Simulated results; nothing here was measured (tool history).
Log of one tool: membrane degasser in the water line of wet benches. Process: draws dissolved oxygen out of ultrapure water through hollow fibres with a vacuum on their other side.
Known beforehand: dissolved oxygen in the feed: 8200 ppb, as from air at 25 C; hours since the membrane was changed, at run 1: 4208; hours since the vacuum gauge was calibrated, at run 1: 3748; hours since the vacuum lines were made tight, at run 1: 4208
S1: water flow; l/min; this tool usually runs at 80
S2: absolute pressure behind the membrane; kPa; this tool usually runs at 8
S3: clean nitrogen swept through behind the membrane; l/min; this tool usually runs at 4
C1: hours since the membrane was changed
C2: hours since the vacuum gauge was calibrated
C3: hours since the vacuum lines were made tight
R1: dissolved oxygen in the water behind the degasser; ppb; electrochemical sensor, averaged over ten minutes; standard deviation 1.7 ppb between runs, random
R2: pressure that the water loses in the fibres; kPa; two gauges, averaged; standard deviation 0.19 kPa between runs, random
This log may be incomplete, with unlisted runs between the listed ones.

Run 1, hour 0: usual settings; C1 4208; C2 3748; C3 4208. Result: R1 221.4 ppb, R2 41.65 kPa.
Run 2, hour 142.2: usual settings; C1 4350; C2 3890; C3 4350. Result: R1 218 ppb, R2 41.24 kPa.
Run 3, hour 326.9: usual settings but S3 2.37 l/min; C1 4535; C2 4075; C3 4535. Result: R1 337.2 ppb, R2 41.8 kPa.
Run 4, hour 498.5: usual settings but S3 2.37 l/min; C1 4706; C2 4247; C3 4706. Result: R1 336.3 ppb, R2 42.21 kPa.
Run 5, hour 738.4: usual settings but S3 2.37 l/min; C1 4946; C2 4486; C3 4946. Result: R1 339 ppb, R2 42.03 kPa.
Run 6, hour 978.7: usual settings; C1 5186; C2 4727; C3 5186. Result: R1 220.6 ppb, R2 41.87 kPa.
At hour 998.1: vacuum gauge calibrated.
Run 7, hour 1261.7: usual settings; C1 5469; C2 264; C3 5469. Result: R1 220.1 ppb, R2 42.28 kPa.
Run 8, hour 1581.1: usual settings but S1 101 l/min; C1 5788; C2 583; C3 5788. Result: R1 280.5 ppb, R2 53.1 kPa.
Run 9, hour 1748.1: usual settings but S1 103 l/min; C1 5955; C2 750; C3 5955. Result: R1 281.6 ppb, R2 54.45 kPa.
Run 10, hour 2056.6: usual settings but S1 103 l/min; C1 6264; C2 1058; C3 6264. Result: R1 288.5 ppb, R2 54.9 kPa.
Run 11, hour 2318.8: usual settings but S1 63 l/min; C1 6526; C2 1321; C3 6526. Result: R1 178.8 ppb, R2 33.79 kPa.
Run 12, hour 2463.1: usual settings but S1 63 l/min; C1 6670; C2 1465; C3 6670. Result: R1 177.3 ppb, R2 33.57 kPa.
At hour 2679.3: vacuum gauge calibrated, once more.
Run 13, hour 2740.6: usual settings but S1 63 l/min; C1 6947; C2 61; C3 6947. Result: R1 173.3 ppb, R2 33.48 kPa.
At hour 2797.2: seals of the vacuum lines changed.
Run 14, hour 2993.9: usual settings but S1 63 l/min; C1 7199; C2 313; C3 197. Result: R1 172.1 ppb, R2 33.86 kPa.
Run 15, hour 3284.6: usual settings but S1 93 l/min, S2 13.46 kPa, S3 5.9 l/min; C1 7489; C2 603; C3 487. Result: R1 368.5 ppb, R2 50.26 kPa.
Run 16, hour 3574.4: usual settings but S1 93 l/min, S2 13.46 kPa, S3 5.9 l/min; C1 7779; C2 893; C3 777. Result: R1 370.3 ppb, R2 50.35 kPa.
Run 17, hour 3839.8: usual settings but S3 10.21 l/min; C1 8045; C2 1159; C3 1043. Result: R1 97.2 ppb, R2 43.24 kPa.
Run 18, hour 4026.6: usual settings but S1 65 l/min, S2 19.85 kPa; C1 8231; C2 1345; C3 1229. Result: R1 577.7 ppb, R2 35.16 kPa.
Run 19, hour 4315.7: usual settings but S2 5.66 kPa; C1 8520; C2 1634; C3 1519. Result: R1 116.7 ppb, R2 43.26 kPa.
Run 20, hour 4544.7: usual settings but S1 71 l/min, S2 7.74 kPa, S3 6.17 l/min; C1 8750; C2 1863; C3 1748. Result: R1 124.5 ppb, R2 38.8 kPa.
Run 21, hour 4863.6: usual settings but S2 7.29 kPa; C1 9068; C2 2182; C3 2066. Result: R1 186.8 ppb, R2 43.32 kPa.
Run 22, hour 5165.3: usual settings but S2 5.54 kPa; C1 9370; C2 2484; C3 2368. Result: R1 112.2 ppb, R2 43.93 kPa.
Run 23, hour 5396.6: usual settings but S3 8.73 l/min; C1 9601; C2 2715; C3 2599. Result: R1 113.4 ppb, R2 43.98 kPa.
Run 24, hour 5578.4: usual settings but S1 81 l/min, S2 5.7 kPa, S3 5.08 l/min; C1 9783; C2 2897; C3 2781. Result: R1 101.7 ppb, R2 44.54 kPa.
Run 25, hour 5808.3: usual settings but S1 127 l/min; C1 10013; C2 3127; C3 3011. Result: R1 352.2 ppb, R2 70.21 kPa.
Run 26, hour 6005.5: usual settings but S1 111 l/min, S3 6.86 l/min; C1 10210; C2 3324; C3 3208. Result: R1 202 ppb, R2 60.99 kPa.
Run 27, hour 6185.5: usual settings but S1 111 l/min, S3 6.86 l/min; C1 10390; C2 3504; C3 3388. Result: R1 204.8 ppb, R2 61.03 kPa.

Run by run, hidden condition taken away, random variation retained:
Hidden state present: membrane still open, %; true pressure behind the membrane over the reading, kPa; air that leaks in behind the membrane, l/min; drift of the gauge itself on oxygen_ppb, %; drift of the gauge itself on loss_of_pressure_kpa, %.
run     R1     R2
  1  215.9  40.13
  2  212.4  39.67
  3  329.2  40.15
  4  328.1   40.5
  5  330.2  40.22
  6  213.8  39.96
  7  212.2  40.25
  8  268.3  50.37
  9    269  51.58
 10    275  51.85
 11  171.9  31.84
 12  170.4  31.57
 13  173.2  31.39
 14    172  31.69
 15  364.7  46.91
 16    366  46.87
 17   94.1  40.12
 18  576.4  32.57
 19  113.2  39.95
 20  121.9  35.75
 21  182.4  39.77
 22  107.2  40.22
 23  108.6  40.18
 24     96  40.59
 25  333.6  63.86
 26  188.4  55.35
 27  190.6  55.29

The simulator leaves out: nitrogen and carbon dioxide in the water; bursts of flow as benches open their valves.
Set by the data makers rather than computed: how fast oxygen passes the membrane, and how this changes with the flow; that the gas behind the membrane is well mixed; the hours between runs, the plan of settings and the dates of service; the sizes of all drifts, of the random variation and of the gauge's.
